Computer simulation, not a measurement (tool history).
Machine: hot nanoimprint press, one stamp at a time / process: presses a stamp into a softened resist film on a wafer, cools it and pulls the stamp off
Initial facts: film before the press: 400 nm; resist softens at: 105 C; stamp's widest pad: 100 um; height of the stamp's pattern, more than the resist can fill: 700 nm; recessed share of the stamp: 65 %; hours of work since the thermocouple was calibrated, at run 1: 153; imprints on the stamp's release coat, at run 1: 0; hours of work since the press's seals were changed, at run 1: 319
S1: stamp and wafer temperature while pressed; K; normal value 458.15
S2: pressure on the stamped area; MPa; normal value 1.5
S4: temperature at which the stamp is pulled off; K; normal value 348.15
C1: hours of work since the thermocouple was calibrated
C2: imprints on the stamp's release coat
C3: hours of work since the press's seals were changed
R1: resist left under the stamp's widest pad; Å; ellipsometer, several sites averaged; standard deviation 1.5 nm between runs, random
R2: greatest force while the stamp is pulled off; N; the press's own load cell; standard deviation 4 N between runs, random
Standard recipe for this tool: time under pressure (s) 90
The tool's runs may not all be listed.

{"run": 1, "day": 0.0, "S1": 458.15, "S2": 1.5, "time under pressure (s)": 90, "S4": 348.15, "C1": 153, "C2": 0, "C3": 319, "R1": 2285, "R2": 195}
{"run": 2, "day": 1.7, "S1": 458.15, "S2": 1.5, "time under pressure (s)": 90, "S4": 348.15, "C1": 182, "C2": 117, "C3": 349, "R1": 2303, "R2": 197}
{"run": 3, "day": 3.996, "S1": 458.15, "S2": 1.5, "time under pressure (s)": 90, "S4": 348.15, "C1": 222, "C2": 274, "C3": 389, "R1": 2281, "R2": 208}
{"run": 4, "day": 5.608, "S1": 458.15, "S2": 0.96, "time under pressure (s)": 90, "S4": 348.15, "C1": 250, "C2": 385, "C3": 417, "R1": 2640, "R2": 214}
{"run": 5, "day": 7.471, "S1": 454.15, "S2": 1.5, "time under pressure (s)": 90, "S4": 348.15, "C1": 282, "C2": 513, "C3": 449, "R1": 2470, "R2": 220}
{"run": 6, "day": 9.754, "S1": 454.15, "S2": 1.5, "time under pressure (s)": 90, "S4": 348.15, "C1": 322, "C2": 670, "C3": 488, "R1": 2456, "R2": 226}
{"run": 7, "day": 12.029, "S1": 458.15, "S2": 1.24, "time under pressure (s)": 90, "S4": 348.15, "C1": 361, "C2": 826, "C3": 528, "R1": 2399, "R2": 236}
{"run": 8, "day": 13.108, "S1": 458.15, "S2": 1.24, "time under pressure (s)": 90, "S4": 348.15, "C1": 380, "C2": 900, "C3": 547, "R1": 2393, "R2": 237}
{"day": 14.008, "done": "stamp cleaned and given a new release coat"}
{"run": 9, "day": 15.567, "S1": 458.15, "S2": 2.38, "time under pressure (s)": 117, "S4": 348.15, "C1": 418, "C2": 107, "C3": 585, "R1": 1680, "R2": 190}

The next listed run, before its measurement:
{"run": 10, "day": 16.754, "S1": 458.15, "S2": 1.5, "time under pressure (s)": 51, "S4": 341.15, "C1": 439, "C2": 189, "C3": 605, "R1": "?", "R2": "?"}

{"run 10": {"R1": 2620, "R2": 210}}
Take away the tool's hidden state, keep the run-to-run variation as it was, and the same run would have given R1 2686 Å, R2 203 N.
